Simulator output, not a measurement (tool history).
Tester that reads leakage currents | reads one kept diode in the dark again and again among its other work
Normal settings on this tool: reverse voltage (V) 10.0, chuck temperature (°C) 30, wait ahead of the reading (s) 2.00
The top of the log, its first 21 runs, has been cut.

run	day	reverse voltage (V)	chuck temperature (°C)	wait ahead of the reading (s)	current that the tester gives (pA)
22	104.258	10.8	55	2.67	1832.24
# day 106.367: chuck's temperature calibrated
23	106.867	2.9	37	2.67	268.43
24	111.321	2.9	37	2.67	268.56
25	117.296	4.5	28	4.67	143.75
26	121.004	5.3	50	1.47	958.17
27	124.775	1.1	44	4.90	334.66
28	130.375	10.0	24	2.00	136.96
29	135.700	10.0	52	2.00	1422.40
30	141.742	10.0	52	2.00	1419.07
31	147.562	10.0	52	2.00	1414.40
32	151.038	2.9	47	0.54	611.64
33	154.275	10.0	33	3.76	302.20
34	158.825	10.0	33	3.76	302.69
# day 160.438: chuck's temperature calibrated
35	161.625	10.0	30	5.47	232.27
36	166.850	3.2	21	5.28	67.39
37	172.175	3.2	21	5.28	67.54
38	176.617	3.2	21	5.28	67.26

Predict each of these 4 candidate next runs independently; none follows another, all start after run 38:
A	182.750	5.0	51	4.52	?
B	182.750	10.0	30	0.38	?
C	182.750	2.9	30	2.00	?
D	182.750	2.3	22	7.10	?

run	current that the tester gives (pA)
A	1019.98
B	239.26
C	146.79
D	65.31
Had the tool no hidden state, the same runs would have come out as:
run	current that the tester gives (pA)
A	1019.78
B	239.18
C	146.75
D	65.29

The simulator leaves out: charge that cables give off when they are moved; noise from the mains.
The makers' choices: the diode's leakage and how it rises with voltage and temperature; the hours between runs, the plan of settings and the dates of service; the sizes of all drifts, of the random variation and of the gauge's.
